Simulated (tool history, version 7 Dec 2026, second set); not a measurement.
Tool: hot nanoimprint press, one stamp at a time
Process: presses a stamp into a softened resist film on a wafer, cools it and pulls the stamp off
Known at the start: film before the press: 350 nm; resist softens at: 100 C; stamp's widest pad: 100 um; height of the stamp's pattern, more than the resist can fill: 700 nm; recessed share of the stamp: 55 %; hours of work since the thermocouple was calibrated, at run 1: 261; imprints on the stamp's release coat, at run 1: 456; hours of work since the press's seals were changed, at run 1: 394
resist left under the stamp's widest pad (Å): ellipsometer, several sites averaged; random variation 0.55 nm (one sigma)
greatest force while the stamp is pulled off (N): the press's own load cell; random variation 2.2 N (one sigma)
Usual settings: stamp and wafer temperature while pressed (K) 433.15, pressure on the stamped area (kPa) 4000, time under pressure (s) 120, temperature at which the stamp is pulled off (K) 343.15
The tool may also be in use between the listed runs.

| run | hour | stamp and wafer temperature while pressed (K) | pressure on the stamped area (kPa) | time under pressure (s) | temperature at which the stamp is pulled off (K) | hours of work since the thermocouple was calibrated | imprints on the stamp's release coat | hours of work since the press's seals were changed | resist left under the stamp's widest pad (Å) | greatest force while the stamp is pulled off (N) |
|---|---|---|---|---|---|---|---|---|---|---|
| 1 | 0.0 | 433.15 | 4000 | 120 | 343.15 | 261 | 456 | 394 | 1918 | 184 |
| 2 | 33.1 | 433.15 | 4000 | 120 | 343.15 | 285 | 605 | 418 | 1937 | 192 |
| 3 | 56.1 | 433.15 | 5080 | 120 | 343.15 | 301 | 707 | 434 | 1713 | 190 |
| 4 | 81.6 | 433.15 | 5080 | 120 | 343.15 | 319 | 822 | 452 | 1705 | 192 |
| 5 | 109.3 | 433.15 | 4000 | 120 | 343.15 | 338 | 945 | 472 | 1930 | 194 |
| 6 | 140.1 | 433.15 | 4000 | 120 | 343.15 | 360 | 1083 | 493 | 1937 | 203 |
|  | 166.0 | stamp cleaned and given a new release coat |
| 7 | 170.7 | 433.15 | 4000 | 120 | 343.15 | 378 | 21 | 511 | 1952 | 173 |
| 8 | 208.8 | 433.15 | 4670 | 120 | 343.15 | 404 | 191 | 537 | 1806 | 178 |
| 9 | 263.8 | 433.15 | 4670 | 120 | 343.15 | 443 | 438 | 576 | 1809 | 185 |
| 10 | 292.0 | 433.15 | 2980 | 120 | 343.15 | 463 | 564 | 596 | 2257 | 188 |
| 11 | 321.9 | 443.15 | 5640 | 120 | 343.15 | 484 | 698 | 617 | 1002 | 192 |
|  | 336.7 | plate thermocouple calibrated |
| 12 | 353.0 | 436.15 | 2540 | 120 | 349.15 | 12 | 824 | 637 | 2079 | 164 |
| 13 | 388.1 | 433.15 | 4000 | 61 | 343.15 | 36 | 981 | 662 | 2291 | 194 |
| 14 | 415.8 | 433.15 | 4000 | 61 | 343.15 | 56 | 1105 | 681 | 2301 | 204 |
|  | 437.5 | stamp cleaned and given a new release coat |
| 15 | 469.4 | 433.15 | 4570 | 183 | 343.15 | 89 | 142 | 715 | 1575 | 172 |
| 16 | 506.3 | 433.15 | 4570 | 183 | 343.15 | 115 | 307 | 741 | 1578 | 179 |
| 17 | 536.6 | 433.15 | 4570 | 183 | 343.15 | 137 | 443 | 762 | 1589 | 180 |
| 18 | 581.0 | 426.15 | 4670 | 167 | 343.15 | 168 | 642 | 794 | 2269 | 187 |
| 19 | 631.2 | 426.15 | 2610 | 74 | 338.15 | 204 | 866 | 829 | 3105 | 216 |

Forecast each of these 4 alternatives for the next run:
| A | 668.3 | 424.15 | 5530 | 74 | 338.15 | 230 | 1032 | 855 | ? | ? |
| B | 668.3 | 424.15 | 2710 | 184 | 343.15 | 230 | 1032 | 855 | ? | ? |
| C | 668.3 | 426.15 | 3820 | 74 | 338.15 | 230 | 1032 | 855 | ? | ? |
| D | 668.3 | 433.15 | 4000 | 75 | 341.15 | 230 | 1032 | 855 | ? | ? |

| run | resist left under the stamp's widest pad (Å) | greatest force while the stamp is pulled off (N) |
|---|---|---|
| A | 2764 | 230 |
| B | 2894 | 198 |
| C | 2865 | 228 |
| D | 2222 | 210 |
Without the tool's hidden state the same runs would have given:
| run | resist left under the stamp's widest pad (Å) | greatest force while the stamp is pulled off (N) |
|---|---|---|
| A | 2690 | 195 |
| B | 2851 | 168 |
| C | 2813 | 194 |
| D | 2156 | 178 |

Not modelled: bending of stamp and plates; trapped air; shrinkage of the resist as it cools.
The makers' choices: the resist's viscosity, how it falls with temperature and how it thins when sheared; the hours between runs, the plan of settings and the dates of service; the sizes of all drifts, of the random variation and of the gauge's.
